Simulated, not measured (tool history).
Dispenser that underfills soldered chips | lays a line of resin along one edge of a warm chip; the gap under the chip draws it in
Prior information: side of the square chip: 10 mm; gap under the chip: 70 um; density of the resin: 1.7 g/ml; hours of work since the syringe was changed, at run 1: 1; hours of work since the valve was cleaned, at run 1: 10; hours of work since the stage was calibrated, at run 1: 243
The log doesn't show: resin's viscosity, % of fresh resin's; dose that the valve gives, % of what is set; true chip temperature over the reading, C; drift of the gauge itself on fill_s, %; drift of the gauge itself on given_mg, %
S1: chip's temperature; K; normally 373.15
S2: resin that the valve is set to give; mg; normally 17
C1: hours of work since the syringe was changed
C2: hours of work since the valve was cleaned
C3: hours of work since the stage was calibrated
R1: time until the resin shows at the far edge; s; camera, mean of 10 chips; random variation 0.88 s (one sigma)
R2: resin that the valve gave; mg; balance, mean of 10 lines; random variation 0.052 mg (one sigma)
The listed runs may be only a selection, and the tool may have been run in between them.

run 1 day=0 | S1=373.15 S2=17 | C1=1 C2=10 C3=243 | R1=82.8 R2=16.96
run 2 day=0.325 | S1=373.15 S2=17 | C1=6 C2=15 C3=248 | R1=100.3 R2=16.95
-- day=0.529 new syringe of resin
run 3 day=0.704 | S1=373.15 S2=17 | C1=3 C2=21 C3=254 | R1=86.2 R2=16.9
run 4 day=0.875 | S1=373.15 S2=17 | C1=5 C2=24 C3=256 | R1=95.1 R2=16.89
-- day=1.138 new syringe of resin
run 5 day=1.238 | S1=373.15 S2=17 | C1=2 C2=29 C3=262 | R1=84.3 R2=16.95
run 6 day=1.404 | S1=373.15 S2=20.6 | C1=4 C2=32 C3=265 | R1=88.6 R2=20.21
-- day=1.746 new syringe of resin
run 7 day=1.796 | S1=373.15 S2=16.7 | C1=1 C2=38 C3=271 | R1=78.5 R2=16.52
run 8 day=2.1 | S1=373.15 S2=19.5 | C1=6 C2=43 C3=275 | R1=93.1 R2=19.2
run 9 day=2.325 | S1=373.15 S2=15.5 | C1=9 C2=46 C3=279 | R1=110.6 R2=15.16
-- day=2.367 new syringe of resin
run 10 day=2.696 | S1=373.15 S2=16.4 | C1=5 C2=52 C3=284 | R1=97.3 R2=16.01
-- day=2.888 dispensing valve cleaned and set on the balance
-- day=3.033 new syringe of resin
run 11 day=3.154 | S1=373.15 S2=16.8 | C1=2 C2=4 C3=291 | R1=82.4 R2=16.89
run 12 day=3.475 | S1=373.15 S2=16.8 | C1=7 C2=9 C3=296 | R1=102.5 R2=16.75
-- day=3.629 new syringe of resin
run 13 day=3.892 | S1=373.15 S2=17 | C1=4 C2=15 C3=302 | R1=89.4 R2=16.94
-- day=4.242 new syringe of resin
run 14 day=4.242 | S1=373.15 S2=17 | C1=0 C2=21 C3=308 | R1=75.7 R2=16.94
run 15 day=4.533 | S1=373.15 S2=21.7 | C1=5 C2=25 C3=312 | R1=88.6 R2=21.49
run 16 day=4.8 | S1=373.15 S2=17 | C1=9 C2=30 C3=316 | R1=106.4 R2=16.73
-- day=4.846 new syringe of resin
run 17 day=5.083 | S1=373.15 S2=17 | C1=4 C2=34 C3=321 | R1=89.9 R2=16.78
run 18 day=5.279 | S1=373.15 S2=17 | C1=7 C2=37 C3=324 | R1=101.2 R2=16.78
-- day=5.475 new syringe of resin
run 19 day=5.588 | S1=359.15 S2=17 | C1=2 C2=42 C3=328 | R1=147.9 R2=16.68
run 20 day=5.771 | S1=359.15 S2=17 | C1=5 C2=44 C3=331 | R1=162.1 R2=16.74
run 21 day=5.983 | S1=359.15 S2=17 | C1=8 C2=48 C3=335 | R1=182.9 R2=16.72
-- day=6.104 new syringe of resin
run 22 day=6.267 | S1=368.15 S2=16.7 | C1=3 C2=52 C3=339 | R1=106.4 R2=16.33
-- day=6.442 dispensing valve cleaned and set on the balance
run 23 day=6.575 | S1=378.15 S2=17.7 | C1=7 C2=2 C3=343 | R1=79.1 R2=17.81
-- day=6.758 new syringe of resin
run 24 day=6.9 | S1=379.15 S2=21.2 | C1=2 C2=7 C3=348 | R1=64.8 R2=21.05
run 25 day=7.088 | S1=378.15 S2=21.2 | C1=5 C2=10 C3=351 | R1=74.2 R2=21.08
-- day=7.383 new syringe of resin
run 26 day=7.429 | S1=371.15 S2=17.6 | C1=1 C2=15 C3=356 | R1=84.9 R2=17.53
run 27 day=7.604 | S1=381.15 S2=16.9 | C1=3 C2=18 C3=359 | R1=62.9 R2=16.75
run 28 day=7.908 | S1=368.15 S2=17 | C1=8 C2=23 C3=364 | R1=126.9 R2=16.76
-- day=7.979 new syringe of resin
run 29 day=8.254 | S1=362.15 S2=18.6 | C1=4 C2=28 C3=369 | R1=142.3 R2=18.42
run 30 day=8.504 | S1=375.15 S2=17.2 | C1=8 C2=32 C3=373 | R1=94.4 R2=16.92
-- day=8.575 new syringe of resin
run 31 day=8.762 | S1=368.15 S2=17.6 | C1=3 C2=36 C3=377 | R1=106.3 R2=17.37
run 32 day=9.1 | S1=379.15 S2=17.3 | C1=8 C2=41 C3=382 | R1=82.5 R2=17.03
-- day=9.204 new syringe of resin
run 33 day=9.45 | S1=371.15 S2=14.5 | C1=4 C2=46 C3=387 | R1=100.3 R2=14.32
-- day=9.817 new syringe of resin
run 34 day=9.838 | S1=371.15 S2=14.5 | C1=0 C2=52 C3=393 | R1=90.6 R2=14.24
-- day=9.992 dispensing valve cleaned and set on the balance
run 35 day=10.262 | S1=371.15 S2=14.5 | C1=6 C2=4 C3=399 | R1=109.2 R2=14.58
-- day=10.467 new syringe of resin
run 36 day=10.475 | S1=367.15 S2=16.2 | C1=0 C2=7 C3=403 | R1=99.7 R2=16.19

How would selected steps in R1 from run to run divide? Give the signed amount a tool lacking its hidden state would still show from settings, what came in and random variation, and the signed amount left for the hidden state, including any gauge scatter that is not in both of the compared results.
Run 18 -> 19: S1 373.15 -> 359.15, new syringe of resin. R1 +46.7 s: hidden state -22.4, all else +69.1.
Run 21 -> 22: S1 359.15 -> 368.15, S2 17 -> 16.7, new syringe of resin. R1 -76.5 s: hidden state -30, all else -46.5.
Run 27 -> 28: S1 381.15 -> 368.15, S2 16.9 -> 17. R1 +64 s: hidden state +21.5, all else +42.5.
Run 29 -> 30: S1 362.15 -> 375.15, S2 18.6 -> 17.2. R1 -47.9 s: hidden state +8.7, all else -56.6.
Run 35 -> 36: S1 371.15 -> 367.15, S2 14.5 -> 16.2, new syringe of resin. R1 -9.5 s: hidden state -25.2, all else +15.7.

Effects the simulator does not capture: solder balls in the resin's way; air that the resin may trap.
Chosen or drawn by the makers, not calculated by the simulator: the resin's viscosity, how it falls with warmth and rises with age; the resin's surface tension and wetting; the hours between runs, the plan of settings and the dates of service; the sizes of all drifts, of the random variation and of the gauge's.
